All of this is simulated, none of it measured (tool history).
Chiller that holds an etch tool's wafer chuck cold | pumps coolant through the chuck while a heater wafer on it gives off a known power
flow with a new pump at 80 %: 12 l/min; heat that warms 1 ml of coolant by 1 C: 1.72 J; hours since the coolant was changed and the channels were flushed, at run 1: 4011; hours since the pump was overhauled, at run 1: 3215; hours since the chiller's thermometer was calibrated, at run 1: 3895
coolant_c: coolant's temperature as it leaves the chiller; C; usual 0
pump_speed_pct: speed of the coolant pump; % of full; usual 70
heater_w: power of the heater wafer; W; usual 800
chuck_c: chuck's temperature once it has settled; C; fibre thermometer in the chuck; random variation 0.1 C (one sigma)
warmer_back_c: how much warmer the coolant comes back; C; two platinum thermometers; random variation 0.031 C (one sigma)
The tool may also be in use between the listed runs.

run	day	coolant_c	pump_speed_pct	heater_w	hours since the coolant was changed and the channels were flushed	hours since the pump was overhauled	hours since the chiller's thermometer was calibrated	chuck_c	warmer_back_c
1	0.000	0	70	800	4011	3215	3895	7.7	2.68
2	3.858	0	71	800	4103	3307	3988	7.4	2.61
# day 5.404: coolant changed, channels flushed
3	6.217	0	97	800	20	3358	4038	5.7	1.83
4	8.896	8	97	800	84	3422	4103	13.7	1.82
5	12.575	8	97	800	172	3511	4191	13.7	1.76
6	14.342	0	78	800	215	3553	4233	7.0	2.27
# day 14.708: chiller's thermometer calibrated
7	17.750	0	70	800	295	3634	73	7.5	2.50
8	19.871	0	70	800	346	3685	124	7.4	2.49
9	23.338	0	70	800	429	3768	207	7.7	2.49
10	26.471	6	70	430	505	3843	282	10.2	1.24
11	30.300	-3	70	490	597	3935	374	1.4	1.40
12	33.988	-3	70	490	685	4023	463	1.7	1.34
13	37.821	-3	70	490	777	4115	555	1.4	1.31
14	41.129	2	82	454	856	4195	634	5.8	0.94
# day 43.858: gauge calibrated
15	44.612	1	98	514	940	4278	718	4.6	1.22
16	46.304	-6	65	514	981	4319	758	-0.8	1.90
17	48.708	-6	65	514	1038	4377	816	-0.7	1.80

Measured less the same run without the tool's hidden state. The same run-to-run variation is in both; the gauge's scatter may not be:
The hidden state here: heat passed by the chuck's channels, % of clean ones'; flow at a given pump speed, % of a new pump's; coolant's true temperature over the reading, C; drift of the gauge itself on chuck_c, C; drift of the gauge itself on warmer_back_c, C.
run	warmer_back_c
1	+0.01
2	-0.03
3	-0.06
4	-0.08
5	-0.11
6	-0.13
7	-0.16
8	-0.18
9	-0.21
10	-0.24
11	-0.28
12	-0.31
13	-0.35
14	-0.37
15	-0.01
16	-0.02
17	-0.04
chuck_c: within 0.1 C of the measured result in every run.
